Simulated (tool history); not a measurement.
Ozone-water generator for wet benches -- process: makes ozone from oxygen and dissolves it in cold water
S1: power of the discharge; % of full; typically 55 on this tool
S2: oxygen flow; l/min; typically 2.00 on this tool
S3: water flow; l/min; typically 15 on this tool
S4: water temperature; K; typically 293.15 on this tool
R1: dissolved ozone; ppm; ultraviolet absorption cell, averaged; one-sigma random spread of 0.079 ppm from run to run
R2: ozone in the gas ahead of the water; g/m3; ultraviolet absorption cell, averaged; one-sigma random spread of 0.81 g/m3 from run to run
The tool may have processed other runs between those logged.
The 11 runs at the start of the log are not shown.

{"run": 12, "hour": 336.5, "S1": 55, "S2": 2.0, "S3": 15, "S4": 293.15, "R1": 11.59, "R2": 156.4}
{"run": 13, "hour": 375.0, "S1": 55, "S2": 2.0, "S3": 15, "S4": 289.15, "R1": 12.03, "R2": 155.9}
{"run": 14, "hour": 409.6, "S1": 55, "S2": 2.0, "S3": 15, "S4": 289.15, "R1": 12.09, "R2": 154.9}
{"run": 15, "hour": 445.5, "S1": 55, "S2": 2.0, "S3": 15, "S4": 289.15, "R1": 12.1, "R2": 155.9}
{"run": 16, "hour": 469.6, "S1": 55, "S2": 2.0, "S3": 16, "S4": 293.15, "R1": 10.96, "R2": 153.6}
{"hour": 475.9, "done": "contactor cleaned"}
{"run": 17, "hour": 504.6, "S1": 55, "S2": 2.0, "S3": 16, "S4": 293.15, "R1": 10.65, "R2": 156.2}
{"run": 18, "hour": 547.9, "S1": 60, "S2": 2.0, "S3": 10, "S4": 293.15, "R1": 16.74, "R2": 165.2}
{"run": 19, "hour": 572.7, "S1": 62, "S2": 2.88, "S3": 13, "S4": 288.15, "R1": 15.75, "R2": 144.7}
{"run": 20, "hour": 605.0, "S1": 72, "S2": 2.88, "S3": 15, "S4": 300.15, "R1": 13.63, "R2": 161.6}
{"run": 21, "hour": 647.7, "S1": 72, "S2": 2.88, "S3": 15, "S4": 300.15, "R1": 13.59, "R2": 160.4}
{"hour": 664.0, "done": "contactor cleaned, once more"}
{"run": 22, "hour": 681.8, "S1": 56, "S2": 1.03, "S3": 18, "S4": 297.15, "R1": 8.11, "R2": 212.1}
{"run": 23, "hour": 699.7, "S1": 56, "S2": 1.03, "S3": 18, "S4": 297.15, "R1": 8.09, "R2": 210.7}
{"run": 24, "hour": 720.2, "S1": 56, "S2": 1.03, "S3": 16, "S4": 297.15, "R1": 9.2, "R2": 211.0}
{"run": 25, "hour": 746.2, "S1": 55, "S2": 1.05, "S3": 18, "S4": 293.15, "R1": 8.2, "R2": 206.3}
{"run": 26, "hour": 765.3, "S1": 55, "S2": 1.05, "S3": 18, "S4": 293.15, "R1": 8.31, "R2": 206.2}
{"run": 27, "hour": 794.0, "S1": 55, "S2": 1.05, "S3": 18, "S4": 293.15, "R1": 8.27, "R2": 206.6}
{"run": 28, "hour": 814.3, "S1": 55, "S2": 1.37, "S3": 18, "S4": 291.15, "R1": 9.1, "R2": 182.9}
{"run": 29, "hour": 835.9, "S1": 55, "S2": 1.37, "S3": 18, "S4": 291.15, "R1": 9.19, "R2": 184.2}
{"run": 30, "hour": 871.8, "S1": 55, "S2": 1.37, "S3": 18, "S4": 291.15, "R1": 9.2, "R2": 184.1}
{"run": 31, "hour": 904.0, "S1": 55, "S2": 1.37, "S3": 18, "S4": 291.15, "R1": 9.32, "R2": 183.1}
{"run": 32, "hour": 946.7, "S1": 63, "S2": 3.35, "S3": 15, "S4": 293.15, "R1": 14.72, "R2": 135.3}
{"run": 33, "hour": 971.3, "S1": 63, "S2": 1.23, "S3": 10, "S4": 293.15, "R1": 16.57, "R2": 211.6}

Forecast each of these 4 alternatives for the next run:
{"run": "A", "hour": 1010.4, "S1": 63, "S2": 1.53, "S3": 10, "S4": 293.15, "R1": "?", "R2": "?"}
{"run": "B", "hour": 1010.4, "S1": 55, "S2": 2.02, "S3": 21, "S4": 294.15, "R1": "?", "R2": "?"}
{"run": "C", "hour": 1010.4, "S1": 83, "S2": 1.23, "S3": 10, "S4": 301.15, "R1": "?", "R2": "?"}
{"run": "D", "hour": 1010.4, "S1": 63, "S2": 1.0, "S3": 10, "S4": 290.15, "R1": "?", "R2": "?"}

run=A R1=17.51 R2=193.4
run=B R1=8.78 R2=154.6
run=C R1=18.79 R2=261.1
run=D R1=15.86 R2=232.6
Take away the tool's hidden state, keep each run's random variation, and the runs would have read:
run=A R1=17.79 R2=195.4
run=B R1=8.92 R2=156.0
run=C R1=19.13 R2=264.4
run=D R1=16.09 R2=235.0
